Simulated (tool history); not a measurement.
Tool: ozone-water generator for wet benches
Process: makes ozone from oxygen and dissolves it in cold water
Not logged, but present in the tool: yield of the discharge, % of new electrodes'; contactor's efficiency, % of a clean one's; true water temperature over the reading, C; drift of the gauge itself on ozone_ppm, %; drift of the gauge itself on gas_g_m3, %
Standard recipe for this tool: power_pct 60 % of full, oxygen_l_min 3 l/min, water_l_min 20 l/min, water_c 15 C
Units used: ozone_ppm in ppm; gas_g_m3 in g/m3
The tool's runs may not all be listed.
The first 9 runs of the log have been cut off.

run,day,power_pct,oxygen_l_min,water_l_min,water_c,hours of work since the electrodes were changed,hours of work since the contactor was cleaned,hours of work since the thermometer was calibrated,ozone_ppm,gas_g_m3
10,29.188,60,3,28,15,3484,7268,3230,12.2,234.5
# day 29.6: water thermometer calibrated
11,32.579,60,3,20,12,3543,7327,52,17.6,232.9
12,35.321,60,3,20,12,3591,7375,100,17.5,233.4
13,37.329,60,3,20,15,3627,7411,136,16.9,233.3
14,41.204,60,3,20,15,3695,7479,204,17,233.5
15,45.604,60,3,20,15,3772,7556,281,16.9,234.2
16,49.696,60,3,17,15,3844,7628,353,19.6,232.8
17,52.379,60,3,17,15,3891,7675,400,19.5,232.9
18,55.629,60,4.69,20,7,3948,7732,457,19.8,188.4
19,59.579,60,1.86,16,18,4018,7802,527,18.3,295.1
20,62.392,71,1.88,16,11,4067,7851,576,21.3,323.3
21,65.192,71,1.88,16,11,4116,7900,625,21.3,321.6
22,69.662,71,1.88,16,8,4195,7979,704,21.6,323.6
23,73.646,71,1.88,16,7,4265,8049,774,21.4,323
24,75.983,50,2.48,20,15,4306,8090,815,14.4,231.2
25,78.579,50,2.48,20,15,4351,8135,860,14.5,228.3
26,81.908,88,4.9,19,8,4410,8194,919,26,230.4
27,85.888,65,3,14,15,4480,8264,989,23.9,244.7
28,88.438,65,3,14,15,4525,8308,1033,24.1,242.7
29,92.021,56,3,14,15,4587,8371,1096,21.8,223.2
30,93.933,56,3,14,15,4621,8405,1130,22,222.6
31,96.396,56,3,14,15,4664,8448,1173,21.7,224.1
32,99.108,46,2.42,18,15,4712,8496,1221,14.9,221.1
33,101.825,67,3,17,15,4760,8544,1269,20.6,247.5

Forecast each of these 4 alternatives for the next run:
A,106.233,60,1.84,20,15,4837,8621,1346,?,?
B,106.233,80,3,20,15,4837,8621,1346,?,?
C,106.233,80,3.41,17,11,4837,8621,1346,?,?
D,106.233,60,3,20,23,4837,8621,1346,?,?

run,ozone_ppm,gas_g_m3
A,14.8,292.1
B,19.5,276.2
C,24.6,257.9
D,15.3,232.1
Without the tool's unlogged condition, the same runs would have read:
run,ozone_ppm,gas_g_m3
A,16.5,305.6
B,22,291.5
C,27.6,272.2
D,17.1,242.8

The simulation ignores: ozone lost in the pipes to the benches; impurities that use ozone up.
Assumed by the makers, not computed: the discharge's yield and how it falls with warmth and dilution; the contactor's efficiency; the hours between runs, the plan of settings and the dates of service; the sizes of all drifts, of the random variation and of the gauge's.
